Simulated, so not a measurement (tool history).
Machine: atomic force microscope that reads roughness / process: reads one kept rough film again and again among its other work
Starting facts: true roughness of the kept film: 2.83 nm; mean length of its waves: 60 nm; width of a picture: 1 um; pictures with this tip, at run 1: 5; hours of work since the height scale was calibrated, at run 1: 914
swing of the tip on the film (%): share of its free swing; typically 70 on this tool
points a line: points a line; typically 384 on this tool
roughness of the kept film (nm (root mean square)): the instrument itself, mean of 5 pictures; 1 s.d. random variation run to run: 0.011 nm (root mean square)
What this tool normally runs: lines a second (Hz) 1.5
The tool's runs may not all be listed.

run	hour	lines a second (Hz)	swing of the tip on the film (%)	points a line	pictures with this tip	hours of work since the height scale was calibrated	roughness of the kept film (nm (root mean square))
1	0	1.5	70	384	5	914	2.486
2	35	1.5	70	384	51	937	2.436
# hour 60.6: new tip fitted
3	63.3	1.5	70	378	3	954	2.474
4	109.6	1.5	58	384	65	984	2.539
# hour 123.4: new tip fitted
5	139.3	1.5	58	384	21	1002	2.551
# hour 185.2: new tip fitted
6	185.2	1.5	58	384	0	1031	2.603
7	223.5	1.5	58	384	51	1056	2.528
# hour 247.2: new tip fitted
8	271.7	1.5	70	593	32	1086	2.423
9	298.6	1.5	65	384	68	1103	2.452
# hour 309.6: new tip fitted
10	324.7	1.5	65	384	20	1120	2.514
11	355.1	1.5	70	384	61	1139	2.397
# hour 371.5: new tip fitted
12	392.5	1.5	70	384	28	1163	2.427
# hour 432.8: new tip fitted
13	433.9	2.08	70	384	2	1189	2.379
14	474.6	1.5	70	384	56	1215	2.418
# hour 494.6: new tip fitted
15	513.4	3.95	70	384	25	1239	2.134
# hour 558.3: new tip fitted
16	561.8	1.5	62	384	5	1270	2.549
17	592.2	1.5	62	384	46	1289	2.503
18	613.9	1.5	62	384	74	1303	2.476
# hour 619.7: new tip fitted
19	653.4	1.5	62	384	45	1328	2.492
# hour 681: new tip fitted
20	687.7	1.5	63	510	9	1350	2.538
# hour 721: height scale calibrated on a step standard
21	724.9	1.5	77	384	57	2	2.372
# hour 743.7: new tip fitted
22	750.6	1.5	61	478	9	19	2.61
23	799.5	1.43	87	517	75	50	2.206
# hour 807: new tip fitted
24	834.6	3.71	56	551	37	72	2.489
# hour 867.5: new tip fitted
25	874.3	1.75	70	369	9	97	2.481
26	905.8	2.14	62	315	51	117	2.492
# hour 931.1: new tip fitted
27	941.4	0.95	83	384	14	139	2.447
28	969.1	2.65	83	384	51	157	2.032
# hour 993.4: new tip fitted
29	993.4	0.55	63	384	0	172	2.696
30	1036.2	1.5	64	448	57	200	2.523
# hour 1054.6: new tip fitted
31	1069.5	1.5	64	448	20	221	2.564
32	1112.3	1.5	65	298	77	248	2.473
# hour 1115.7: new tip fitted
33	1151.4	1.5	65	298	47	272	2.496
# hour 1178.9: new tip fitted
34	1190	3.53	61	421	15	297	2.421

Hidden condition of the tool, last listed run before each entry between runs versus first listed run after:
From run 2 to run 3: new tip fitted (hour 60.6)
  radius of the tip, nm: 15 -> 8; height scale over the true one, %: -1.72 -> -1.75
  measured less the result without the state, roughness of the kept film (nm (root mean square)): -0.103 -> -0.052
From run 4 to run 5: new tip fitted (hour 123.4)
  radius of the tip, nm: 16.7 -> 10.5; height scale over the true one, %: -1.8 -> -1.83
  measured less the result without the state, roughness of the kept film (nm (root mean square)): -0.123 -> -0.076
From run 5 to run 6: new tip fitted (hour 185.2)
  radius of the tip, nm: 10.5 -> 7.3; height scale over the true one, %: -1.83 -> -1.89
  measured less the result without the state, roughness of the kept film (nm (root mean square)): -0.076 -> -0.053
From run 7 to run 8: new tip fitted (hour 247.2)
  radius of the tip, nm: 14.8 -> 12; height scale over the true one, %: -1.92 -> -1.98
  measured less the result without the state, roughness of the kept film (nm (root mean square)): -0.11 -> -0.086
From run 9 to run 10: new tip fitted (hour 309.6)
  radius of the tip, nm: 17.1 -> 10.3; height scale over the true one, %: -2 -> -2.04
  measured less the result without the state, roughness of the kept film (nm (root mean square)): -0.126 -> -0.077
From run 11 to run 12: new tip fitted (hour 371.5)
  radius of the tip, nm: 16.1 -> 12; height scale over the true one, %: -2.07 -> -2.11
  measured less the result without the state, roughness of the kept film (nm (root mean square)): -0.119 -> -0.09
From run 12 to run 13: new tip fitted (hour 432.8)
  radius of the tip, nm: 12 -> 7.7; height scale over the true one, %: -2.11 -> -2.15
  measured less the result without the state, roughness of the kept film (nm (root mean square)): -0.09 -> -0.058
From run 14 to run 15: new tip fitted (hour 494.6)
  radius of the tip, nm: 15.1 -> 10.9; height scale over the true one, %: -2.2 -> -2.24
  measured less the result without the state, roughness of the kept film (nm (root mean square)): -0.116 -> -0.074
From run 15 to run 16: new tip fitted (hour 558.3)
  radius of the tip, nm: 10.9 -> 8.3; height scale over the true one, %: -2.24 -> -2.29
  measured less the result without the state, roughness of the kept film (nm (root mean square)): -0.074 -> -0.07
From run 18 to run 19: new tip fitted (hour 619.7)
  radius of the tip, nm: 18.2 -> 13.7; height scale over the true one, %: -2.34 -> -2.38
  measured less the result without the state, roughness of the kept film (nm (root mean square)): -0.146 -> -0.113
From run 19 to run 20: new tip fitted (hour 681)
  radius of the tip, nm: 13.7 -> 8.3; height scale over the true one, %: -2.38 -> -2.42
  measured less the result without the state, roughness of the kept film (nm (root mean square)): -0.113 -> -0.073
From run 20 to run 21: height scale calibrated on a step standard (hour 721)
  radius of the tip, nm: 8.3 -> 15.5; height scale over the true one, %: -2.42 -> -0.1
  measured less the result without the state, roughness of the kept film (nm (root mean square)): -0.073 -> -0.063
From run 21 to run 22: new tip fitted (hour 743.7)
  radius of the tip, nm: 15.5 -> 8.7; height scale over the true one, %: -0.1 -> -0.13
  measured less the result without the state, roughness of the kept film (nm (root mean square)): -0.063 -> -0.018
From run 23 to run 24: new tip fitted (hour 807)
  radius of the tip, nm: 18.7 -> 12.9; height scale over the true one, %: -0.18 -> -0.22
  measured less the result without the state, roughness of the kept film (nm (root mean square)): -0.082 -> -0.05
From run 24 to run 25: new tip fitted (hour 867.5)
  radius of the tip, nm: 12.9 -> 9.3; height scale over the true one, %: -0.22 -> -0.26
  measured less the result without the state, roughness of the kept film (nm (root mean square)): -0.05 -> -0.023
From run 26 to run 27: new tip fitted (hour 931.1)
  radius of the tip, nm: 15.7 -> 9; height scale over the true one, %: -0.29 -> -0.33
  measured less the result without the state, roughness of the kept film (nm (root mean square)): -0.073 -> -0.023
From run 28 to run 29: new tip fitted (hour 993.4)
  radius of the tip, nm: 14.5 -> 7; height scale over the true one, %: -0.36 -> -0.38
  measured less the result without the state, roughness of the kept film (nm (root mean square)): -0.053 -> -0.011
From run 30 to run 31: new tip fitted (hour 1054.6)
  radius of the tip, nm: 15.9 -> 9.9; height scale over the true one, %: -0.43 -> -0.47
  measured less the result without the state, roughness of the kept film (nm (root mean square)): -0.079 -> -0.035
From run 32 to run 33: new tip fitted (hour 1115.7)
  radius of the tip, nm: 18.2 -> 14.4; height scale over the true one, %: -0.51 -> -0.55
  measured less the result without the state, roughness of the kept film (nm (root mean square)): -0.097 -> -0.07
From run 33 to run 34: new tip fitted (hour 1178.9)
  radius of the tip, nm: 14.4 -> 9.6; height scale over the true one, %: -0.55 -> -0.59
  measured less the result without the state, roughness of the kept film (nm (root mean square)): -0.07 -> -0.033
